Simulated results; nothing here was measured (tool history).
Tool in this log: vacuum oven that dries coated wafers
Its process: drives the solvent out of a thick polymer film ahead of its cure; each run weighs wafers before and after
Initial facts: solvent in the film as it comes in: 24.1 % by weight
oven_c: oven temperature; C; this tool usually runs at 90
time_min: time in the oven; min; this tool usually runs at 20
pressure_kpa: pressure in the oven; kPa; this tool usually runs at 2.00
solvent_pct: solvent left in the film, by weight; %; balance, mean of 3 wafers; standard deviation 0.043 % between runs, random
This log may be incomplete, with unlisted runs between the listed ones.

run,hour,oven_c,time_min,pressure_kpa,solvent_pct
1,0.0,90,20,2.00,2.09
2,29.8,90,20,2.00,2.20
3,46.6,90,20,2.00,2.14
4,73.0,90,20,1.12,1.76
5,91.7,90,20,1.12,1.74
6,115.5,90,20,1.12,1.79
7,138.5,90,20,2.00,2.20
8,159.3,90,20,2.00,2.18
9,171.9,90,20,2.00,2.14
10,187.0,90,20,2.00,2.21
11,203.9,90,20,2.00,2.15
12,233.7,90,20,1.92,2.16
13,260.0,90,20,2.78,2.59
14,278.8,90,27,2.78,1.97
15,295.6,90,27,2.78,1.96
16,311.9,90,27,2.78,1.97
17,336.6,90,27,2.78,1.96
18,355.2,90,20,2.00,2.26
19,374.4,90,20,2.00,2.22
20,387.4,90,20,2.00,2.28
21,401.7,90,20,2.00,2.23
22,417.0,90,18,2.00,2.62
23,445.2,90,18,2.00,2.57
24,466.9,90,29,4.74,2.90
25,486.7,90,12,1.92,4.54
26,507.3,90,12,1.92,4.52
27,520.7,98,11,1.52,2.55
28,541.8,103,20,5.05,1.85
29,557.4,103,20,5.05,1.86
30,575.0,90,26,1.96,1.66
31,597.9,90,26,1.96,1.63
32,612.3,90,36,1.12,0.84
33,628.3,95,31,2.00,1.11
34,642.5,95,31,2.00,1.03
35,663.9,95,31,1.00,0.62
36,677.7,77,20,4.70,8.17
37,692.2,90,23,1.24,1.55
38,720.4,101,23,1.24,0.61
39,745.5,90,23,1.49,1.69
40,773.3,90,23,6.82,4.55
41,786.2,90,35,1.40,1.08
42,815.7,105,27,2.74,0.99
43,844.1,86,22,2.00,2.91
44,867.3,90,24,1.53,1.56
45,885.1,90,25,2.00,1.82
46,899.2,80,16,3.72,7.59

The logged runs with the hidden state left out (each run's random variation unchanged):
Hidden conditions of the tool in this case: true wafer temperature over the reading, C; true pressure over the reading, kPa; drift of the gauge itself on solvent_pct, %.
run,solvent_pct
1,2.00
2,2.10
3,2.04
4,1.65
5,1.63
6,1.67
7,2.08
8,2.05
9,2.01
10,2.08
11,2.02
12,2.02
13,2.44
14,1.85
15,1.83
16,1.84
17,1.82
18,2.10
19,2.04
20,2.10
21,2.05
22,2.43
23,2.37
24,2.73
25,4.28
26,4.26
27,2.35
28,1.74
29,1.74
30,1.48
31,1.44
32,0.70
33,0.98
34,0.90
35,0.50
36,7.72
37,1.33
38,0.51
39,1.47
40,4.26
41,0.91
42,0.89
43,2.59
44,1.32
45,1.57
46,7.10

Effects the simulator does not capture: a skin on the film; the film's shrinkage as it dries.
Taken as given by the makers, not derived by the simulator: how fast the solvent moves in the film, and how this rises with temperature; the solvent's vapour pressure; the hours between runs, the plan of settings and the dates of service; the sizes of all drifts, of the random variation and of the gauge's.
